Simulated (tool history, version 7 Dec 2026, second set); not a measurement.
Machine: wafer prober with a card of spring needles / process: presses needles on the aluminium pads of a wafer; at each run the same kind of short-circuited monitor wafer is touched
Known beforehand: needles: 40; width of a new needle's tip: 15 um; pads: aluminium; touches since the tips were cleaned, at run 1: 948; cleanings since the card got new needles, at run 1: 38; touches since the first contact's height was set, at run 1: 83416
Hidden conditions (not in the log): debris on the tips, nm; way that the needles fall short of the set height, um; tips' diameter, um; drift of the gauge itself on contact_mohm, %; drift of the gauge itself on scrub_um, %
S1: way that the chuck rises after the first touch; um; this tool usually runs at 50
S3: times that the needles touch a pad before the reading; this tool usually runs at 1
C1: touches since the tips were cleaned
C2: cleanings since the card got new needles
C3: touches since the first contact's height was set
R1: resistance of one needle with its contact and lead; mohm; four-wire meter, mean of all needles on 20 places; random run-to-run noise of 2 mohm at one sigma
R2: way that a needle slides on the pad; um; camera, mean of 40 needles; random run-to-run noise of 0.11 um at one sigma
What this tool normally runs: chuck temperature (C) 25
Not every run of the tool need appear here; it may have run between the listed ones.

run 1 hour=0 | S1=50 chuck_temperature_(C)=25 S3=1 | C1=948 C2=38 C3=83416 | R1=234 R2=11.05
-- hour=2.7 tips cleaned on abrasive film
-- hour=8.6 tips cleaned on abrasive film
run 2 hour=9.2 | S1=50 chuck_temperature_(C)=25 S3=1 | C1=247 C2=40 C3=86978 | R1=225 R2=11.1
-- hour=13.7 tips cleaned on abrasive film
-- hour=19.5 tips cleaned on abrasive film
run 3 hour=19.5 | S1=50 chuck_temperature_(C)=25 S3=1 | C1=0 C2=42 C3=90945 | R1=220 R2=10.97
-- hour=25 tips cleaned on abrasive film
-- hour=30.2 tips cleaned on abrasive film
run 4 hour=31.7 | S1=50 chuck_temperature_(C)=25 S3=1 | C1=605 C2=44 C3=95717 | R1=234 R2=10.89
-- hour=36.1 tips cleaned on abrasive film
-- hour=42 tips cleaned on abrasive film
run 5 hour=46 | S1=50 chuck_temperature_(C)=25 S3=1 | C1=1579 C2=46 C3=101269 | R1=243 R2=10.94
-- hour=47.3 tips cleaned on abrasive film
-- hour=52.6 tips cleaned on abrasive film
run 6 hour=53.5 | S1=50 chuck_temperature_(C)=25 S3=2 | C1=357 C2=48 C3=104156 | R1=222 R2=10.84
-- hour=57.8 tips cleaned on abrasive film
-- hour=63.9 tips cleaned on abrasive film
run 7 hour=65 | S1=50 chuck_temperature_(C)=25 S3=2 | C1=432 C2=50 C3=108620 | R1=224 R2=10.83
-- hour=69.1 tips cleaned on abrasive film
-- hour=74.7 tips cleaned on abrasive film
run 8 hour=78.1 | S1=50 chuck_temperature_(C)=25 S3=2 | C1=1320 C2=52 C3=113718 | R1=235 R2=10.87
-- hour=80.3 tips cleaned on abrasive film
-- hour=86.2 tips cleaned on abrasive film
run 9 hour=86.3 | S1=50 chuck_temperature_(C)=38 S3=1 | C1=34 C2=54 C3=116895 | R1=224 R2=10.83
-- hour=91.8 tips cleaned on abrasive film
-- hour=97.4 tips cleaned on abrasive film
run 10 hour=98 | S1=50 chuck_temperature_(C)=25 S3=1 | C1=223 C2=56 C3=121429 | R1=225 R2=10.8
-- hour=102.6 tips cleaned on abrasive film
run 11 hour=107.2 | S1=50 chuck_temperature_(C)=75 S3=1 | C1=1806 C2=57 C3=125011 | R1=257 R2=10.88
-- hour=108.1 tips cleaned on abrasive film
-- hour=113.4 tips cleaned on abrasive film
run 12 hour=117.9 | S1=50 chuck_temperature_(C)=75 S3=1 | C1=1795 C2=59 C3=129180 | R1=264 R2=10.78
-- hour=118.8 tips cleaned on abrasive film
-- hour=124.4 tips cleaned on abrasive film
-- hour=130.3 tips cleaned on abrasive film
run 13 hour=131.5 | S1=50 chuck_temperature_(C)=25 S3=1 | C1=472 C2=62 C3=134420 | R1=229 R2=10.68
-- hour=135.8 tips cleaned on abrasive film
-- hour=141.4 tips cleaned on abrasive film
run 14 hour=145.4 | S1=50 chuck_temperature_(C)=25 S3=1 | C1=1562 C2=64 C3=139846 | R1=251 R2=10.76
-- hour=147.2 tips cleaned on abrasive film
-- hour=152.8 tips cleaned on abrasive film
run 15 hour=153.4 | S1=50 chuck_temperature_(C)=25 S3=1 | C1=202 C2=66 C3=142913 | R1=229 R2=10.63
-- hour=157.9 tips cleaned on abrasive film
-- hour=163.6 tips cleaned on abrasive film
run 16 hour=167.9 | S1=59 chuck_temperature_(C)=117 S3=2 | C1=1696 C2=68 C3=148573 | R1=248 R2=12.85
-- hour=168.8 tips cleaned on abrasive film
-- hour=174 tips cleaned on abrasive film
run 17 hour=174 | S1=33 chuck_temperature_(C)=25 S3=1 | C1=0 C2=70 C3=150913 | R1=235 R2=6.59
-- hour=179.4 tips cleaned on abrasive film
run 18 hour=182.8 | S1=50 chuck_temperature_(C)=25 S3=2 | C1=1339 C2=71 C3=154342 | R1=235 R2=10.67
-- hour=185 tips cleaned on abrasive film
-- hour=190.8 tips cleaned on abrasive film
run 19 hour=193 | S1=70 chuck_temperature_(C)=37 S3=2 | C1=872 C2=73 C3=158316 | R1=221 R2=15
-- hour=196.5 tips cleaned on abrasive film
-- hour=202.2 tips cleaned on abrasive film
run 20 hour=203.5 | S1=50 chuck_temperature_(C)=25 S3=1 | C1=535 C2=75 C3=162377 | R1=230 R2=10.53
-- hour=207.7 tips cleaned on abrasive film
-- hour=213 tips cleaned on abrasive film
run 21 hour=213 | S1=41 chuck_temperature_(C)=51 S3=2 | C1=0 C2=77 C3=166053 | R1=233 R2=8.4
-- hour=218.8 tips cleaned on abrasive film
run 22 hour=219.9 | S1=41 chuck_temperature_(C)=51 S3=2 | C1=416 C2=78 C3=168728 | R1=240 R2=8.4
-- hour=224.8 tips cleaned on abrasive film
-- hour=229.9 tips cleaned on abrasive film
run 23 hour=229.9 | S1=64 chuck_temperature_(C)=89 S3=1 | C1=0 C2=80 C3=172600 | R1=230 R2=13.8
-- hour=235 tips cleaned on abrasive film
-- hour=235.3 height of the first contact set anew
run 24 hour=240.1 | S1=64 chuck_temperature_(C)=89 S3=1 | C1=1895 C2=81 C3=1895 | R1=247 R2=14.76
-- hour=241.4 tips cleaned on abrasive film
-- hour=247.5 tips cleaned on abrasive film
-- hour=253.4 tips cleaned on abrasive film
run 25 hour=253.8 | S1=49 chuck_temperature_(C)=48 S3=1 | C1=162 C2=84 C3=7199 | R1=228 R2=11.28
-- hour=259.1 tips cleaned on abrasive film
-- hour=264.7 tips cleaned on abrasive film
run 26 hour=268.3 | S1=67 chuck_temperature_(C)=58 S3=1 | C1=1415 C2=86 C3=12825 | R1=236 R2=15.46
-- hour=270.3 tips cleaned on abrasive film
-- hour=276.3 tips cleaned on abrasive film
run 27 hour=280.6 | S1=46 chuck_temperature_(C)=85 S3=2 | C1=1733 C2=88 C3=17635 | R1=254 R2=10.53
-- hour=281.7 tips cleaned on abrasive film
-- hour=287.5 tips cleaned on abrasive film
-- hour=292.7 tips cleaned on abrasive film
run 28 hour=295.2 | S1=52 chuck_temperature_(C)=85 S3=2 | C1=1007 C2=91 C3=23283 | R1=245 R2=11.7
-- hour=298.8 tips cleaned on abrasive film
run 29 hour=303.3 | S1=52 chuck_temperature_(C)=85 S3=2 | C1=1804 C2=92 C3=26444 | R1=247 R2=11.7
-- hour=304.7 tips cleaned on abrasive film
-- hour=310.3 tips cleaned on abrasive film
run 30 hour=312.4 | S1=52 chuck_temperature_(C)=72 S3=1 | C1=831 C2=94 C3=29966 | R1=244 R2=11.89

Alternative continuations, all from the tool just after run 30; predict every row:
-- hour=315.7 tips cleaned on abrasive film
-- hour=321.6 tips cleaned on abrasive film
run A hour=324.9 | S1=67 chuck_temperature_(C)=72 S3=1 | C1=1322 C2=96 C3=34826 | R1=? R2=?
-- hour=315.7 tips cleaned on abrasive film
-- hour=321.6 tips cleaned on abrasive film
run B hour=324.9 | S1=52 chuck_temperature_(C)=72 S3=2 | C1=1322 C2=96 C3=34826 | R1=? R2=?
-- hour=315.7 tips cleaned on abrasive film
-- hour=321.6 tips cleaned on abrasive film
run C hour=324.9 | S1=40 chuck_temperature_(C)=49 S3=3 | C1=1322 C2=96 C3=34826 | R1=? R2=?

run=A R1=242 R2=15.54
run=B R1=240 R2=11.82
run=C R1=242 R2=9
What these runs would have given with no unlogged condition in the tool:
run=A R1=225 R2=15.76
run=B R1=224 R2=12.03
run=C R1=225 R2=9.21
